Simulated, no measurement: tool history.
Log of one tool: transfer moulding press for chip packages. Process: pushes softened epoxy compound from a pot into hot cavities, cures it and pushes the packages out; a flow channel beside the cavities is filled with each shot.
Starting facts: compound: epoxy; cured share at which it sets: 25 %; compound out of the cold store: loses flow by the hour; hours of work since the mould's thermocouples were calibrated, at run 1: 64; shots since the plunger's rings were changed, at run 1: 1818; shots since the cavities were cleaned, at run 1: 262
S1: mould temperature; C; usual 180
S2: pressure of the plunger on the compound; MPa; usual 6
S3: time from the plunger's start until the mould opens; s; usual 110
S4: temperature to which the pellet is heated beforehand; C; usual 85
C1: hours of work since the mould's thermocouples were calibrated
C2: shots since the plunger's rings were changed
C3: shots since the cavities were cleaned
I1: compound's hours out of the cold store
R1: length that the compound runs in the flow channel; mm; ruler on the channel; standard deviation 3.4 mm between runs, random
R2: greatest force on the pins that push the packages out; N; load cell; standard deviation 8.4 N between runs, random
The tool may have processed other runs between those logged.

run 1 hour=0 | S1=180 S2=6 S3=110 S4=85 | C1=64 C2=1818 C3=262 | I1=34.3 | R1=689 R2=552
-- hour=16.7 cavities cleaned with cleaning compound and waxed
-- hour=57.6 cavities cleaned with cleaning compound and waxed
run 2 hour=75.2 | S1=180 S2=6 S3=110 S4=85 | C1=116 C2=2707 C3=216 | I1=29.8 | R1=702 R2=520
-- hour=93.7 cavities cleaned with cleaning compound and waxed
-- hour=128.6 cavities cleaned with cleaning compound and waxed
run 3 hour=152.8 | S1=180 S2=6 S3=110 S4=85 | C1=170 C2=3626 C3=297 | I1=17.1 | R1=753 R2=551
-- hour=168.4 cavities cleaned with cleaning compound and waxed
-- hour=209.3 cavities cleaned with cleaning compound and waxed
run 4 hour=230.6 | S1=180 S2=6 S3=110 S4=85 | C1=224 C2=4548 C3=263 | I1=31.3 | R1=676 R2=553
-- hour=246.4 cavities cleaned with cleaning compound and waxed
-- hour=256.8 plunger's sealing rings changed
-- hour=288.7 cavities cleaned with cleaning compound and waxed
run 5 hour=293.4 | S1=180 S2=6 S3=92 S4=85 | C1=265 C2=433 C3=58 | I1=16.2 | R1=779 R2=507
-- hour=324.2 cavities cleaned with cleaning compound and waxed
run 6 hour=340.4 | S1=180 S2=6 S3=110 S4=76 | C1=298 C2=993 C3=199 | I1=9.8 | R1=802 R2=546
-- hour=362.5 cavities cleaned with cleaning compound and waxed
-- hour=399.9 cavities cleaned with cleaning compound and waxed
run 7 hour=430.2 | S1=180 S2=6 S3=110 S4=76 | C1=360 C2=2063 C3=374 | I1=25 | R1=728 R2=590
-- hour=440 cavities cleaned with cleaning compound and waxed
-- hour=479.2 cavities cleaned with cleaning compound and waxed
-- hour=515.2 cavities cleaned with cleaning compound and waxed
run 8 hour=527.5 | S1=180 S2=6 S3=110 S4=76 | C1=427 C2=3206 C3=152 | I1=27.2 | R1=708 R2=500
-- hour=553.3 cavities cleaned with cleaning compound and waxed
-- hour=589 cavities cleaned with cleaning compound and waxed
run 9 hour=611 | S1=185 S2=7.18 S3=127 S4=83 | C1=485 C2=4197 C3=270 | I1=16.1 | R1=808 R2=536
-- hour=620.8 mould's thermocouples calibrated
-- hour=630.4 cavities cleaned with cleaning compound and waxed
-- hour=665.5 plunger's sealing rings changed
-- hour=675.3 cavities cleaned with cleaning compound and waxed
run 10 hour=692.2 | S1=180 S2=4.5 S3=145 S4=81 | C1=47 C2=311 C3=208 | I1=10.8 | R1=703 R2=490
-- hour=710.2 cavities cleaned with cleaning compound and waxed
-- hour=751.1 cavities cleaned with cleaning compound and waxed
run 11 hour=759.6 | S1=185 S2=6 S3=119 S4=85 | C1=94 C2=1105 C3=105 | I1=21.4 | R1=741 R2=443
-- hour=785.9 cavities cleaned with cleaning compound and waxed
-- hour=828.1 cavities cleaned with cleaning compound and waxed
run 12 hour=849.9 | S1=183 S2=6.25 S3=134 S4=86 | C1=156 C2=2180 C3=268 | I1=42.1 | R1=660 R2=526
-- hour=868.1 cavities cleaned with cleaning compound and waxed
-- hour=906.5 cavities cleaned with cleaning compound and waxed
-- hour=921.8 mould's thermocouples calibrated, once more
run 13 hour=923.3 | S1=183 S2=6.25 S3=134 S4=86 | C1=1 C2=3023 C3=182 | I1=38.5 | R1=664 R2=485
-- hour=944.3 cavities cleaned with cleaning compound and waxed
-- hour=979.4 cavities cleaned with cleaning compound and waxed
run 14 hour=1002.5 | S1=183 S2=4.59 S3=134 S4=86 | C1=56 C2=3961 C3=285 | I1=24.5 | R1=618 R2=508

Branching from run 14: 3 alternative next runs. What would each branch give?
-- hour=1015 cavities cleaned with cleaning compound and waxed
-- hour=1052 cavities cleaned with cleaning compound and waxed
run A hour=1052.6 | S1=183 S2=6.27 S3=94 S4=93 | C1=90 C2=4542 C3=8 | I1=41.6 | R1=? R2=?
-- hour=1015 cavities cleaned with cleaning compound and waxed
-- hour=1052 cavities cleaned with cleaning compound and waxed
run B hour=1052.6 | S1=182 S2=6.32 S3=134 S4=90 | C1=90 C2=4542 C3=8 | I1=13 | R1=? R2=?
-- hour=1015 cavities cleaned with cleaning compound and waxed
-- hour=1052 cavities cleaned with cleaning compound and waxed
run C hour=1052.6 | S1=173 S2=6.15 S3=136 S4=85 | C1=90 C2=4542 C3=8 | I1=16.3 | R1=? R2=?

run=A R1=649 R2=376
run=B R1=776 R2=350
run=C R1=777 R2=384
Stripped of hidden state, with their random variation kept, the same runs would have yielded:
run=A R1=682 R2=362
run=B R1=815 R2=337
run=C R1=816 R2=370
